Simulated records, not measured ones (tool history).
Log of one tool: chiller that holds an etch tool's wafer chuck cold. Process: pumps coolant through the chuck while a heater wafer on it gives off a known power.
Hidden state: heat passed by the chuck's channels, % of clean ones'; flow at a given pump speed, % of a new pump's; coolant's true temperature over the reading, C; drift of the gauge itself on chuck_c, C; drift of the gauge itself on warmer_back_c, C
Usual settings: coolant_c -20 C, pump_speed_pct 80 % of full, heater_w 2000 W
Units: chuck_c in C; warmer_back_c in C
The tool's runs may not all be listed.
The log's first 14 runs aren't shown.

| run | hour | coolant_c | pump_speed_pct | heater_w | hours since the coolant was changed and the channels were flushed | hours since the pump was overhauled | hours since the chiller's thermometer was calibrated | chuck_c | warmer_back_c |
|---|---|---|---|---|---|---|---|---|---|
| 15 | 1120.6 | -20 | 80 | 2000 | 1540 | 1741 | 188 | 1.2 | 7.48 |
| 16 | 1195.5 | -20 | 80 | 2000 | 1615 | 1816 | 263 | 1.1 | 7.45 |
| 17 | 1255.2 | -20 | 80 | 2000 | 1675 | 1876 | 323 | 1.1 | 7.45 |
| 18 | 1346.0 | -20 | 80 | 2314 | 1765 | 1966 | 413 | 4.6 | 8.68 |
| 19 | 1463.5 | -29 | 80 | 2625 | 1883 | 2084 | 531 | -0.8 | 9.84 |
| 20 | 1550.2 | -29 | 80 | 2625 | 1970 | 2171 | 618 | -0.6 | 9.81 |
| 21 | 1607.8 | -20 | 67 | 1052 | 2027 | 2228 | 675 | -6.7 | 4.69 |
| 22 | 1725.1 | -20 | 84 | 1148 | 2144 | 2345 | 793 | -7.9 | 4.16 |
| 23 | 1793.4 | -20 | 80 | 1729 | 2213 | 2414 | 861 | -1.0 | 6.55 |
| 24 | 1867.2 | -20 | 80 | 1729 | 2287 | 2487 | 935 | -1.2 | 6.49 |

The next listed run, before its measurement:
| 25 | 1943.0 | -20 | 80 | 1729 | 2362 | 2563 | 1010 | ? | ? |

chuck_c: -1.0 C
warmer_back_c: 6.52 C
Without the tool's hidden state the same run would have given chuck_c -3.2 C, warmer_back_c 6.33 C.

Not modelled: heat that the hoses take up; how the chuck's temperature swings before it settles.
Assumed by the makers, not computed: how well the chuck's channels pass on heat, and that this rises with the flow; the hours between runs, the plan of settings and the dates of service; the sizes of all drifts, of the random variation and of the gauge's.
